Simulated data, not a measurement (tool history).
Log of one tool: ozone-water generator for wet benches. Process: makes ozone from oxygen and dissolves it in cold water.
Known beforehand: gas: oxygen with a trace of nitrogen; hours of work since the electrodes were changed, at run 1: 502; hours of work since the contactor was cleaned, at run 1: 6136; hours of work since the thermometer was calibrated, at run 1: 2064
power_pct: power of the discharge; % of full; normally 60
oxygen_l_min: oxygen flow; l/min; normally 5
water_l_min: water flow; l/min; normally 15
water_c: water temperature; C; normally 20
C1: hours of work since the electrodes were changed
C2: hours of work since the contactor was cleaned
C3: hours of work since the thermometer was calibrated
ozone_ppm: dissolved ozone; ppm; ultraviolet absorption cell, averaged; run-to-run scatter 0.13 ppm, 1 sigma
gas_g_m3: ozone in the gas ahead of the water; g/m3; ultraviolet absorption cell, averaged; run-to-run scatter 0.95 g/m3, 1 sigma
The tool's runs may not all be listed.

Run 1, hour 0: usual settings; C1 502; C2 6136; C3 2064. Result: ozone_ppm 14.8 ppm, gas_g_m3 162 g/m3.
Run 2, hour 66.6: usual settings; C1 547; C2 6182; C3 2109. Result: ozone_ppm 14.9 ppm, gas_g_m3 163 g/m3.
Run 3, hour 163.4: usual settings but water_c 21 C; C1 613; C2 6247; C3 2175. Result: ozone_ppm 14.4 ppm, gas_g_m3 161.6 g/m3.
Run 4, hour 216.5: usual settings but water_c 21 C; C1 649; C2 6283; C3 2211. Result: ozone_ppm 14.5 ppm, gas_g_m3 161.2 g/m3.
Run 5, hour 294.6: usual settings but water_c 21 C; C1 702; C2 6336; C3 2264. Result: ozone_ppm 14.3 ppm, gas_g_m3 163.2 g/m3.
Run 6, hour 388: usual settings but water_c 21 C; C1 766; C2 6400; C3 2327. Result: ozone_ppm 14.5 ppm, gas_g_m3 163.1 g/m3.
Run 7, hour 438.2: usual settings but water_c 21 C; C1 800; C2 6434; C3 2361. Result: ozone_ppm 14.1 ppm, gas_g_m3 162.3 g/m3.
Run 8, hour 506.8: usual settings but water_l_min 10 l/min, water_c 21 C; C1 846; C2 6480; C3 2408. Result: ozone_ppm 20.4 ppm, gas_g_m3 162.8 g/m3.
Run 9, hour 588: usual settings but water_l_min 10 l/min, water_c 21 C; C1 901; C2 6535; C3 2463. Result: ozone_ppm 20.4 ppm, gas_g_m3 162 g/m3.
Run 10, hour 645.9: usual settings; C1 941; C2 6575; C3 2502. Result: ozone_ppm 14.5 ppm, gas_g_m3 162.2 g/m3.
Run 11, hour 709.4: usual settings; C1 984; C2 6618; C3 2545. Result: ozone_ppm 14.6 ppm, gas_g_m3 163.1 g/m3.
Run 12, hour 757.8: usual settings but oxygen_l_min 5.89 l/min; C1 1017; C2 6651; C3 2578. Result: ozone_ppm 14.1 ppm, gas_g_m3 147.6 g/m3.
Run 13, hour 844.5: usual settings but oxygen_l_min 5.89 l/min; C1 1075; C2 6710; C3 2637. Result: ozone_ppm 14.4 ppm, gas_g_m3 148.2 g/m3.
Run 14, hour 944.2: usual settings but power_pct 68 % of full, oxygen_l_min 3.31 l/min, water_l_min 13 l/min, water_c 27 C; C1 1143; C2 6777; C3 2705. Result: ozone_ppm 17.4 ppm, gas_g_m3 233.8 g/m3.
Run 15, hour 1007.1: usual settings but water_l_min 18 l/min, water_c 15 C; C1 1186; C2 6820; C3 2747. Result: ozone_ppm 13.3 ppm, gas_g_m3 163.6 g/m3.
Run 16, hour 1058.3: usual settings but water_l_min 18 l/min, water_c 15 C; C1 1221; C2 6855; C3 2782. Result: ozone_ppm 13.1 ppm, gas_g_m3 165.3 g/m3.
Run 17, hour 1119.6: usual settings but power_pct 41 % of full; C1 1262; C2 6896; C3 2824. Result: ozone_ppm 10.4 ppm, gas_g_m3 118.2 g/m3.
Run 18, hour 1189.3: usual settings but power_pct 41 % of full; C1 1310; C2 6944; C3 2871. Result: ozone_ppm 10.7 ppm, gas_g_m3 118.9 g/m3.
Run 19, hour 1284.5: usual settings but power_pct 50 % of full, oxygen_l_min 8.03 l/min, water_c 17 C; C1 1374; C2 7008; C3 2936. Result: ozone_ppm 12.3 ppm, gas_g_m3 104.5 g/m3.
Run 20, hour 1333.1: usual settings but oxygen_l_min 2.7 l/min; C1 1407; C2 7041; C3 2969. Result: ozone_ppm 15.4 ppm, gas_g_m3 241.9 g/m3.
Run 21, hour 1424.6: usual settings but oxygen_l_min 4.39 l/min; C1 1469; C2 7103; C3 3031. Result: ozone_ppm 15.1 ppm, gas_g_m3 178.2 g/m3.

Selected run-to-run steps in gas_g_m3, each split into two signed amounts: the part the tool would show with no hidden state at all (from settings, incoming material and random variation), and the remainder, which goes to the hidden state together with any gauge scatter not common to the measured and the hidden-state-free results:
Hidden conditions of the tool in this case: yield of the discharge, % of new electrodes'; contactor's efficiency, % of a clean one's; true water temperature over the reading, C; drift of the gauge itself on ozone_ppm, %; drift of the gauge itself on gas_g_m3, %.
Run 13 -> 14: power_pct 60 -> 68, oxygen_l_min 5.89 -> 3.31, water_l_min 15 -> 13, water_c 20 -> 27. gas_g_m3 +85.6 g/m3: hidden state +1.2, all else +84.4.
Run 19 -> 20: power_pct 50 -> 60, oxygen_l_min 8.03 -> 2.7, water_c 17 -> 20. gas_g_m3 +137.4 g/m3: hidden state +2.3, all else +135.1.

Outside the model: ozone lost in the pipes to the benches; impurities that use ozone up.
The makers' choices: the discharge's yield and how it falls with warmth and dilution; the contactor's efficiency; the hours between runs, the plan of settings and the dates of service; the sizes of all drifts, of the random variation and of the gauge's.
